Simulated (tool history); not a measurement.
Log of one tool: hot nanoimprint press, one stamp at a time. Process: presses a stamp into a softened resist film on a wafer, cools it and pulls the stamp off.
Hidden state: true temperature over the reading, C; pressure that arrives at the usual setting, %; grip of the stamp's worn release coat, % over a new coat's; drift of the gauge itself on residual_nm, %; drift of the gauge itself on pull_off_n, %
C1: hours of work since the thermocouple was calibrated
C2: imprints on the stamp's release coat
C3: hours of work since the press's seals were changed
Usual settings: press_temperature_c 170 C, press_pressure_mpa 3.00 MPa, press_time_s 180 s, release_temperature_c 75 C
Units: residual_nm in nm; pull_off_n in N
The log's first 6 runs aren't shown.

{"run": 7, "hour": 99.4, "press_temperature_c": 176, "press_pressure_mpa": 3.0, "press_time_s": 318, "release_temperature_c": 75, "C1": 122, "C2": 1423, "C3": 419, "residual_nm": 92.8, "pull_off_n": 135}
{"run": 8, "hour": 120.2, "press_temperature_c": 176, "press_pressure_mpa": 3.0, "press_time_s": 318, "release_temperature_c": 75, "C1": 133, "C2": 1484, "C3": 429, "residual_nm": 92.3, "pull_off_n": 141}
{"hour": 130.5, "done": "stamp cleaned and given a new release coat"}
{"run": 9, "hour": 141.3, "press_temperature_c": 170, "press_pressure_mpa": 3.0, "press_time_s": 180, "release_temperature_c": 75, "C1": 140, "C2": 32, "C3": 437, "residual_nm": 152.4, "pull_off_n": 96}
{"run": 10, "hour": 157.0, "press_temperature_c": 170, "press_pressure_mpa": 3.0, "press_time_s": 180, "release_temperature_c": 75, "C1": 148, "C2": 79, "C3": 445, "residual_nm": 153.0, "pull_off_n": 96}
{"run": 11, "hour": 165.7, "press_temperature_c": 170, "press_pressure_mpa": 3.0, "press_time_s": 180, "release_temperature_c": 75, "C1": 152, "C2": 105, "C3": 449, "residual_nm": 153.1, "pull_off_n": 101}
{"run": 12, "hour": 181.5, "press_temperature_c": 170, "press_pressure_mpa": 3.0, "press_time_s": 180, "release_temperature_c": 75, "C1": 160, "C2": 152, "C3": 457, "residual_nm": 154.1, "pull_off_n": 96}
{"run": 13, "hour": 190.8, "press_temperature_c": 170, "press_pressure_mpa": 3.0, "press_time_s": 180, "release_temperature_c": 75, "C1": 165, "C2": 180, "C3": 462, "residual_nm": 153.5, "pull_off_n": 97}
{"run": 14, "hour": 206.3, "press_temperature_c": 170, "press_pressure_mpa": 3.0, "press_time_s": 258, "release_temperature_c": 75, "C1": 173, "C2": 226, "C3": 469, "residual_nm": 135.3, "pull_off_n": 104}
{"run": 15, "hour": 226.7, "press_temperature_c": 170, "press_pressure_mpa": 3.0, "press_time_s": 180, "release_temperature_c": 75, "C1": 183, "C2": 286, "C3": 480, "residual_nm": 154.5, "pull_off_n": 106}
{"run": 16, "hour": 240.4, "press_temperature_c": 170, "press_pressure_mpa": 3.0, "press_time_s": 180, "release_temperature_c": 75, "C1": 190, "C2": 327, "C3": 487, "residual_nm": 155.7, "pull_off_n": 104}
{"run": 17, "hour": 257.5, "press_temperature_c": 170, "press_pressure_mpa": 3.72, "press_time_s": 272, "release_temperature_c": 70, "C1": 199, "C2": 378, "C3": 495, "residual_nm": 120.5, "pull_off_n": 113}
{"run": 18, "hour": 277.9, "press_temperature_c": 169, "press_pressure_mpa": 3.72, "press_time_s": 272, "release_temperature_c": 80, "C1": 209, "C2": 439, "C3": 505, "residual_nm": 128.1, "pull_off_n": 100}
{"run": 19, "hour": 297.0, "press_temperature_c": 160, "press_pressure_mpa": 3.0, "press_time_s": 108, "release_temperature_c": 75, "C1": 219, "C2": 496, "C3": 515, "residual_nm": 250.2, "pull_off_n": 108}
{"run": 20, "hour": 308.3, "press_temperature_c": 160, "press_pressure_mpa": 3.0, "press_time_s": 108, "release_temperature_c": 75, "C1": 224, "C2": 529, "C3": 521, "residual_nm": 249.3, "pull_off_n": 114}
{"run": 21, "hour": 323.9, "press_temperature_c": 160, "press_pressure_mpa": 3.0, "press_time_s": 108, "release_temperature_c": 75, "C1": 232, "C2": 576, "C3": 529, "residual_nm": 250.2, "pull_off_n": 110}
{"run": 22, "hour": 337.8, "press_temperature_c": 160, "press_pressure_mpa": 3.0, "press_time_s": 108, "release_temperature_c": 75, "C1": 239, "C2": 617, "C3": 536, "residual_nm": 248.8, "pull_off_n": 114}
{"run": 23, "hour": 348.5, "press_temperature_c": 179, "press_pressure_mpa": 2.31, "press_time_s": 163, "release_temperature_c": 68, "C1": 245, "C2": 649, "C3": 541, "residual_nm": 123.2, "pull_off_n": 122}
{"run": 24, "hour": 364.7, "press_temperature_c": 158, "press_pressure_mpa": 2.72, "press_time_s": 163, "release_temperature_c": 72, "C1": 253, "C2": 697, "C3": 549, "residual_nm": 248.6, "pull_off_n": 117}
{"run": 25, "hour": 381.3, "press_temperature_c": 158, "press_pressure_mpa": 2.72, "press_time_s": 163, "release_temperature_c": 72, "C1": 261, "C2": 747, "C3": 558, "residual_nm": 247.9, "pull_off_n": 121}
{"run": 26, "hour": 400.5, "press_temperature_c": 158, "press_pressure_mpa": 2.72, "press_time_s": 163, "release_temperature_c": 72, "C1": 271, "C2": 804, "C3": 567, "residual_nm": 246.7, "pull_off_n": 129}
{"run": 27, "hour": 417.2, "press_temperature_c": 163, "press_pressure_mpa": 2.7, "press_time_s": 163, "release_temperature_c": 72, "C1": 279, "C2": 853, "C3": 576, "residual_nm": 217.1, "pull_off_n": 124}
{"run": 28, "hour": 434.3, "press_temperature_c": 167, "press_pressure_mpa": 4.26, "press_time_s": 133, "release_temperature_c": 75, "C1": 288, "C2": 904, "C3": 584, "residual_nm": 175.0, "pull_off_n": 123}
{"hour": 456.8, "done": "press's hydraulic seals changed and the load cell set to zero"}
{"hour": 460.8, "done": "plate thermocouple calibrated"}
{"run": 29, "hour": 462.9, "press_temperature_c": 163, "press_pressure_mpa": 1.88, "press_time_s": 167, "release_temperature_c": 79, "C1": 1, "C2": 957, "C3": 2, "residual_nm": 225.7, "pull_off_n": 109}
{"run": 30, "hour": 478.1, "press_temperature_c": 163, "press_pressure_mpa": 1.88, "press_time_s": 167, "release_temperature_c": 79, "C1": 9, "C2": 1002, "C3": 9, "residual_nm": 227.2, "pull_off_n": 115}

3 ways to go on from here, each from the tool as it stands after run 30. What would each give?
{"run": "A", "hour": 489.6, "press_temperature_c": 173, "press_pressure_mpa": 4.44, "press_time_s": 167, "release_temperature_c": 79, "C1": 14, "C2": 1036, "C3": 15, "residual_nm": "?", "pull_off_n": "?"}
{"run": "B", "hour": 489.6, "press_temperature_c": 163, "press_pressure_mpa": 1.88, "press_time_s": 167, "release_temperature_c": 64, "C1": 14, "C2": 1036, "C3": 15, "residual_nm": "?", "pull_off_n": "?"}
{"run": "C", "hour": 489.6, "press_temperature_c": 173, "press_pressure_mpa": 3.0, "press_time_s": 174, "release_temperature_c": 75, "C1": 14, "C2": 1036, "C3": 15, "residual_nm": "?", "pull_off_n": "?"}

run=A residual_nm=111.8 pull_off_n=117
run=B residual_nm=226.5 pull_off_n=142
run=C residual_nm=131.7 pull_off_n=121
Without the tool's hidden state the same runs would have given:
run=A residual_nm=111.8 pull_off_n=91
run=B residual_nm=226.4 pull_off_n=110
run=C residual_nm=131.6 pull_off_n=93

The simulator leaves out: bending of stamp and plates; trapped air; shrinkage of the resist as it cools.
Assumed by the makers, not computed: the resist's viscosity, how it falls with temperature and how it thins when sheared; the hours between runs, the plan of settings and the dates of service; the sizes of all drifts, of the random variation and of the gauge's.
